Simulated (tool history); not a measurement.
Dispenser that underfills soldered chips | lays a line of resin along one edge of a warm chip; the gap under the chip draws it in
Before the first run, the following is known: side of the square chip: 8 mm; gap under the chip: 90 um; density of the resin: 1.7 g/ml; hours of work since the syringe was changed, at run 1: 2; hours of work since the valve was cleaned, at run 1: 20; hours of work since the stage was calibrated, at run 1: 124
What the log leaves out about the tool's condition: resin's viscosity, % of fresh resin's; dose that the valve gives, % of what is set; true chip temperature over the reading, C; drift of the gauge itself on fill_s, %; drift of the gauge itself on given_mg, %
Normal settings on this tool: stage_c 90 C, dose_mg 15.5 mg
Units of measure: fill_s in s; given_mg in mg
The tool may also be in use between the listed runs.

run   hour  stage_c  dose_mg  hours of work since the syringe was changed  hours of work since the valve was cleaned  hours of work since the stage was calibrated  fill_s  given_mg
  1    0.0       90     15.5                                            2                                         20                                           124    35.8     15.20
       5.2  -- new syringe of resin
  2    7.8       90     15.5                                            2                                         26                                           130    34.3     15.27
      12.8  -- new syringe of resin
  3   12.8       90     15.5                                            0                                         30                                           134    30.4     15.19
      20.7  -- new syringe of resin
  4   20.9       90     15.5                                            0                                         36                                           140    30.1     15.05
  5   26.0       90     15.5                                            4                                         39                                           143    39.6     14.99
      28.6  -- new syringe of resin
  6   35.1       76     15.5                                            5                                         46                                           150    70.5     14.93
      36.2  -- new syringe of resin
      44.2  -- new syringe of resin
  7   46.3       87     15.5                                            2                                         54                                           158    39.0     14.79
      51.9  -- new syringe of resin
  8   54.1       87     15.5                                            2                                         60                                           164    38.0     14.67
      55.9  -- dispensing valve cleaned and set on the balance
      60.5  -- new syringe of resin
  9   63.2       90     16.5                                            2                                          5                                           170    34.1     16.38
      68.6  -- new syringe of resin
 10   69.6      103     15.5                                            1                                         10                                           175    20.2     15.45
      76.3  -- new syringe of resin
 11   77.5       90     15.5                                            1                                         16                                           180    31.8     15.30
      84.4  -- new syringe of resin
 12   87.3       80     15.5                                            2                                         23                                           188    50.8     15.22
      92.3  -- new syringe of resin
 13   96.5       80     15.5                                            3                                         30                                           195    54.3     15.12
     100.1  -- new syringe of resin
 14  107.3       80     15.8                                            6                                         38                                           203    64.2     15.33
     108.4  -- new syringe of resin
 15  114.0       80     15.8                                            4                                         43                                           207    58.9     15.18
     116.4  -- new syringe of resin
 16  121.4       80     15.8                                            4                                         48                                           213    56.6     15.25
     124.3  -- new syringe of resin
 17  128.6      104     17.2                                            3                                         54                                           218    23.2     16.44
     132.1  -- new syringe of resin
     139.5  -- dispensing valve cleaned and set on the balance
 18  140.1       93     17.0                                            5                                          0                                           226    39.7     17.07
     141.1  -- new syringe of resin
 19  147.3       93     17.0                                            5                                          6                                           231    36.9     16.95
     149.2  -- new syringe of resin
     156.9  -- new syringe of resin
 20  158.3       93     17.0                                            1                                         14                                           239    29.4     16.85
     164.6  -- new syringe of resin
 21  165.0       96     18.1                                            0                                         19                                           244    23.5     17.77
     172.6  -- new syringe of resin
 22  172.8       90     14.7                                            0                                         24                                           250    29.9     14.48
     181.0  -- new syringe of resin
 23  181.0       90     13.3                                            0                                         30                                           256    30.3     12.94

Run 24, settings as shown, results not yet in. Your forecast:
     189.3  -- new syringe of resin
 24  191.5       90     13.3                                            2                                         38                                           264       ?         ?

Run 24 yielded fill_s 34.9 s, given_mg 12.88 mg.
Minus the tool's unlogged condition, the same run would have read fill_s 31.7 s, given_mg 13.33 mg.

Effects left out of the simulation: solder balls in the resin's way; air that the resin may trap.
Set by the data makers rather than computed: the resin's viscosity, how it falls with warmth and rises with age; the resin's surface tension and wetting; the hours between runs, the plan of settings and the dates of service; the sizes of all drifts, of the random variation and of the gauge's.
